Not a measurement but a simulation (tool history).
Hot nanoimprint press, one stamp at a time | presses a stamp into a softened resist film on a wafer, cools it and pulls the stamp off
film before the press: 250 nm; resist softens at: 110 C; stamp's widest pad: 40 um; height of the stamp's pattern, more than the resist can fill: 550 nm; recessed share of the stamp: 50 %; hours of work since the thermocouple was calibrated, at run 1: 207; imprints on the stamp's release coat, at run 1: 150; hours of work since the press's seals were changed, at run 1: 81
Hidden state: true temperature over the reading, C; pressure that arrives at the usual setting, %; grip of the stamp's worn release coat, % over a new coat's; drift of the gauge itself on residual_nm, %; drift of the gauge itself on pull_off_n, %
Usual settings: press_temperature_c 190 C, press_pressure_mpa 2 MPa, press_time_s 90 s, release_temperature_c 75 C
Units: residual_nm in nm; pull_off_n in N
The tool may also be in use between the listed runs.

run	day	press_temperature_c	press_pressure_mpa	press_time_s	release_temperature_c	hours of work since the thermocouple was calibrated	imprints on the stamp's release coat	hours of work since the press's seals were changed	residual_nm	pull_off_n
1	0	190	2	90	75	207	150	81	105.1	227
2	2.312	190	2	90	75	248	464	122	104.2	251
3	4.392	190	2	90	75	284	748	158	103.4	268
# day 5.867: stamp cleaned and given a new release coat
4	6.583	190	2	48	75	318	98	192	132.6	227
5	8.158	190	2	48	75	345	313	219	130.9	240
6	10.071	190	2	48	75	378	573	253	131.3	253
7	11.654	190	2	48	75	406	788	280	129.5	264
# day 12.696: stamp cleaned and given a new release coat
8	13.229	190	2	48	75	429	73	303	128.8	223
9	15.533	190	2	90	73	469	387	343	99.7	248
10	17.654	190	2	90	73	506	675	380	99	265
# day 19.554: stamp cleaned and given a new release coat
11	20.512	190	2	90	73	552	131	426	97.8	228
# day 20.817: plate thermocouple calibrated
12	22.3	190	2	90	73	26	357	455	92.6	238
13	23.562	190	2	90	73	48	529	477	92.3	250
14	26.158	190	2	90	75	93	882	522	91.3	262
# day 26.596: stamp cleaned and given a new release coat
15	28.075	190	2	90	75	122	201	551	91.6	227
# day 28.875: plate thermocouple calibrated, once more
16	29.854	190	1.52	90	75	17	426	580	122.7	247
17	32.375	190	1.52	90	75	61	770	624	121.3	270
# day 33.646: stamp cleaned and given a new release coat
18	34.417	190	1.52	126	75	92	105	655	106.3	230
19	36.371	196	1.52	126	71	126	372	689	81.1	253
20	38.221	197	1.83	51	75	159	623	722	104.4	264
21	39.908	196	2.9	52	73	188	853	751	87.7	279
# day 40.583: stamp cleaned and given a new release coat
22	41.583	196	2.9	52	73	213	136	776	87.6	235
23	43.083	199	2.57	119	73	239	340	802	56.7	250
24	45	190	1.63	90	75	272	601	835	113.9	258
25	46.862	190	1.63	76	70	305	855	868	120.9	287
# day 47.467: stamp cleaned and given a new release coat
26	49.379	183	1.63	115	68	344	261	907	138	251
27	50.579	190	2.84	76	75	365	424	928	95.3	248

The next listed run, before its measurement:
28	52.408	190	2.84	76	75	397	673	960	?	?

residual_nm: 94.4 nm
pull_off_n: 259 N
Without the tool's hidden state the same run would have given residual_nm 101.4 nm, pull_off_n 224 N.
